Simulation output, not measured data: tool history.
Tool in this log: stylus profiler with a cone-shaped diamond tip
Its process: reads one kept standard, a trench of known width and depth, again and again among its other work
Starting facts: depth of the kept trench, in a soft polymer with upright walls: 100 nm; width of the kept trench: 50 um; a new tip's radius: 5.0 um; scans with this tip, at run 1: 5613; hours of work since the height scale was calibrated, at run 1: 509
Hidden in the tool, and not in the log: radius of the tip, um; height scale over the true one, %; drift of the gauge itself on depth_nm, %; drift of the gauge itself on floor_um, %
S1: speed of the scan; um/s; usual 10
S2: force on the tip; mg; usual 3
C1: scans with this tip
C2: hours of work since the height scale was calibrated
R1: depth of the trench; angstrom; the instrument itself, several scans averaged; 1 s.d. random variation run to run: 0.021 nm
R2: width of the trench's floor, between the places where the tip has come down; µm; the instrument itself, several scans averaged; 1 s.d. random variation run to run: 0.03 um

run   hour  S1    S2    C1   C2      R1     R2
  1      0  10     3  5613  509    1008  47.63
  2   19.9  10     3  5740  521  1008.9  47.63
  3   42.2  10     3  5882  534  1008.8  47.62
  4   59.8  17     3  5995  544  1008.6  47.54
  5   71.1  17     3  6066  550  1008.5  47.59
  6   90.1  13     3  6188  561  1008.7  47.54
  7    109  16     3  6308  572  1008.4  47.58
  8  131.4  16  2.97  6451  585  1008.6  47.53
  9  144.7  10  8.02  6536  593  1014.7  47.61
 10  157.4  18     3  6617  600  1008.5  47.53
 11  166.8  18     3  6677  606  1008.8  47.53
 12  179.1  10     3  6755  613    1009  47.54
 13  190.6  11  1.63  6828  619  1006.6  47.48
 14  203.5  10  2.87  6910  627  1008.3  47.53
 15  213.9  10  2.87  6977  633  1008.5   47.5
       216  -- height scale calibrated on a step standard
 16  229.3  15     3  7072    8    1010  47.53
 17  247.5   4  2.29  7188   18  1009.1  47.49
 18  263.7  10  5.23  7291   28  1013.2  47.49
 19  277.9  23  1.34  7382   36  1007.2   47.5
     298.9  -- height scale calibrated on a step standard, once more
 20  299.6   7  4.43  7517    0  1009.3  47.57
 21  311.1  19  6.55  7590    7  1011.4  47.51
 22  330.6  29  5.53  7715   18  1010.4  47.46
 23  346.9  10  2.62  7819   28  1006.3  47.51

Branching from run 23: 4 alternative next runs. What would each branch give?
  A  358.8  16  2.62  7894  35   ?   ?
  B  358.8   5  2.99  7894  35   ?   ?
  C  358.8  34  1.84  7894  35   ?   ?
  D  358.8   7  2.29  7894  35   ?   ?

run      R1     R2
  A  1006.6  47.41
  B  1007.4  47.48
  C  1004.9  47.41
  D  1005.7  47.47
With no hidden state in the tool, these same runs would have given:
run      R1     R2
  A  1006.3  47.93
  B  1007.2     48
  C  1004.7  47.94
  D  1005.4     48
